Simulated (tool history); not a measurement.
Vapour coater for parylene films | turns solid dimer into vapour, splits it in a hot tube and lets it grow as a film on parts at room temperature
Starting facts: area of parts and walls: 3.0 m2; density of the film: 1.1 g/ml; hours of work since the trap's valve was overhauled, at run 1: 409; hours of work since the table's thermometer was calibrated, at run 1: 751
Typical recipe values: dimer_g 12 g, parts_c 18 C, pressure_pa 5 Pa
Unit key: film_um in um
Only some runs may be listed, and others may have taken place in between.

| run | hour | dimer_g | parts_c | pressure_pa | hours of work since the trap's valve was overhauled | hours of work since the table's thermometer was calibrated | film_um |
|---|---|---|---|---|---|---|---|
| 1 | 0 | 12 | 18 | 5 | 409 | 751 | 2.69 |
| 2 | 24.6 | 12 | 18 | 5 | 428 | 770 | 2.63 |
| 3 | 43.3 | 12 | 18 | 5 | 443 | 784 | 2.65 |
| 4 | 56.2 | 12 | 18 | 5 | 453 | 794 | 2.64 |
| 5 | 75.2 | 8 | 18 | 5 | 467 | 809 | 1.77 |
| 6 | 87 | 8 | 18 | 5 | 477 | 818 | 1.78 |
| 7 | 99.4 | 12 | 18 | 5 | 486 | 828 | 2.62 |
| 8 | 117.6 | 12 | 18 | 5 | 500 | 842 | 2.63 |
| 9 | 130.5 | 12 | 18 | 5 | 510 | 852 | 2.62 |
| 10 | 150.7 | 15 | 18 | 5 | 526 | 868 | 3.28 |
| 11 | 162.3 | 15 | 18 | 5 | 535 | 877 | 3.22 |
| 12 | 179.3 | 15 | 18 | 2.18 | 548 | 890 | 3.82 |
|  | 190 | trap's valve overhauled |
| 13 | 205.1 | 15 | 18 | 2.18 | 12 | 907 | 4.3 |
| 14 | 230.1 | 15 | 18 | 2.18 | 31 | 927 | 4.31 |
| 15 | 247.8 | 12 | 18 | 4.15 | 45 | 940 | 2.96 |
| 16 | 268.1 | 13 | 10 | 4.6 | 61 | 956 | 3.83 |
| 17 | 291.2 | 13 | 10 | 4.6 | 79 | 974 | 3.8 |
| 18 | 308.4 | 19 | 10 | 4.6 | 92 | 988 | 5.57 |
| 19 | 331.1 | 12 | 18 | 11.07 | 110 | 1005 | 2.41 |
| 20 | 356.2 | 9 | 18 | 2.86 | 129 | 1025 | 2.39 |
| 21 | 377.9 | 9 | 23 | 5 | 146 | 1042 | 1.75 |
| 22 | 395.3 | 7 | 26 | 3.28 | 160 | 1055 | 1.32 |
| 23 | 410.3 | 13 | 17 | 5.03 | 171 | 1067 | 3.1 |
| 24 | 431.8 | 6 | 23 | 4.47 | 188 | 1083 | 1.21 |
| 25 | 443.9 | 6 | 30 | 5.44 | 198 | 1093 | 0.88 |
| 26 | 464.7 | 7 | 22 | 5.44 | 214 | 1109 | 1.38 |
| 27 | 477.4 | 7 | 22 | 5.44 | 224 | 1119 | 1.42 |
| 28 | 495.5 | 7 | 22 | 5.44 | 238 | 1133 | 1.35 |
| 29 | 511.9 | 11 | 22 | 2.62 | 250 | 1146 | 2.52 |

4 options for the next run, each taken on its own from the tool as it stands now. Forecast them:
| A | 530.1 | 11 | 22 | 3.4 | 265 | 1160 | ? |
| B | 530.1 | 12 | 17 | 3.08 | 265 | 1160 | ? |
| C | 530.1 | 5 | 22 | 2.62 | 265 | 1160 | ? |
| D | 530.1 | 21 | 15 | 9.92 | 265 | 1160 | ? |

| run | film_um |
|---|---|
| A | 2.35 |
| B | 3.22 |
| C | 1.13 |
| D | 4.78 |
With the hidden condition removed and each run's random variation left untouched, the same runs would have given:
| run | film_um |
|---|---|
| A | 2.42 |
| B | 3.32 |
| C | 1.16 |
| D | 4.93 |

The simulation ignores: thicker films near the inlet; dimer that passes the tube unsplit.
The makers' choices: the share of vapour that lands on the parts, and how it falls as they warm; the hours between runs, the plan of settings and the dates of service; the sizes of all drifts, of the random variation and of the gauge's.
